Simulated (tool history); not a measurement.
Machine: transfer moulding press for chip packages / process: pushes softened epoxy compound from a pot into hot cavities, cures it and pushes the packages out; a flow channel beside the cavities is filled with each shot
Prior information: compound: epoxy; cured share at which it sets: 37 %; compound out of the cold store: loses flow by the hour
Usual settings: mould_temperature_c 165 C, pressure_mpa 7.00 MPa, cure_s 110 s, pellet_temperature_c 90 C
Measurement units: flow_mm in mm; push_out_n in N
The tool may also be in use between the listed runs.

run    hour  mould_temperature_c  pressure_mpa  cure_s  pellet_temperature_c  incoming compound's hours out of the cold store  flow_mm  push_out_n
  1     0.0                  165          7.00     110                    90                                             39.2      847         599
  2    53.1                  165          7.00     110                    90                                             31.3      862         645
       63.2  -- cavities cleaned with cleaning compound and waxed
       82.8  -- mould's thermocouples calibrated
  3   105.1                  165          7.00     110                    90                                             21.1      892         505
  4   153.2                  165          7.00     110                    90                                             44.2      806         610
  5   189.9                  165          7.00     110                    90                                             26.8      867         659
      218.5  -- cavities cleaned with cleaning compound and waxed
      235.0  -- plunger's sealing rings changed
  6   244.0                  165          7.00     110                    90                                             27.3      975         438
  7   299.8                  165          7.00     130                    90                                             17.0     1009         531
  8   343.5                  165          7.00     110                    90                                             46.8      903         627
      378.2  -- cavities cleaned with cleaning compound and waxed
  9   403.8                  166          7.00     110                    90                                             43.1      889         424
 10   455.4                  166          7.00     110                    90                                             40.2      895         549
 11   503.3                  165          7.00     110                    96                                             39.6      903         643
      530.7  -- cavities cleaned with cleaning compound and waxed
 12   562.5                  165          7.00     110                    90                                             32.4      913         467
 13   641.0                  165          7.00     110                    90                                             16.9      960         639
      684.9  -- cavities cleaned with cleaning compound and waxed
 14   692.2                  165          7.00     110                    90                                             41.5      880         370
 15   732.0                  165          7.00     110                    90                                             31.5      893         529
 16   794.1                  158          5.70     110                    90                                             46.0      798         867
      841.5  -- cavities cleaned with cleaning compound and waxed
 17   847.7                  165          7.00     149                    89                                             12.6      959         345
 18   919.7                  165          7.00     147                    90                                             38.5      859         522
 19   963.0                  168          7.00     147                    97                                             34.1      862         579
      995.8  -- cavities cleaned with cleaning compound and waxed
 20  1009.6                  168          7.00     147                    97                                             28.5      865         355
     1017.5  -- mould's thermocouples calibrated
 21  1066.1                  165          6.67      99                    83                                             14.4      888         639
 22  1134.4                  165          7.00      91                    98                                             42.8      815         779
     1151.1  -- cavities cleaned with cleaning compound and waxed
 23  1199.7                  159          7.00     110                    90                                             29.0      871         662
     1240.0  -- plunger's sealing rings changed
 24  1240.0                  162          8.33      93                    98                                             19.2     1103         879
     1306.2  -- cavities cleaned with cleaning compound and waxed
 25  1323.8                  169          5.76     109                    82                                             26.2      873         385
 26  1398.8                  169          5.62     109                    95                                             29.6      841         555
     1460.8  -- cavities cleaned with cleaning compound and waxed
 27  1472.0                  170          5.62     109                    95                                             28.1      821         386

What if the next run were any one of these 5? Each begins from the tool's condition after run 27:
  A  1515.0                  165          7.00     110                    96                                             46.8        ?           ?
  B  1515.0                  170          7.09      92                    95                                             43.2        ?           ?
  C  1515.0                  158          6.09     110                    90                                             30.2        ?           ?
  D  1515.0                  170          8.40     109                    95                                              8.7        ?           ?
  E  1515.0                  160          7.00     110                    90                                             39.6        ?           ?

run  flow_mm  push_out_n
  A      865         517
  B      873         525
  C      897         718
  D     1065         509
  E      936         656
With the hidden condition removed and each run's random variation left untouched, the same runs would have given:
run  flow_mm  push_out_n
  A      899         326
  B      907         330
  C      933         465
  D     1107         317
  E      974         423
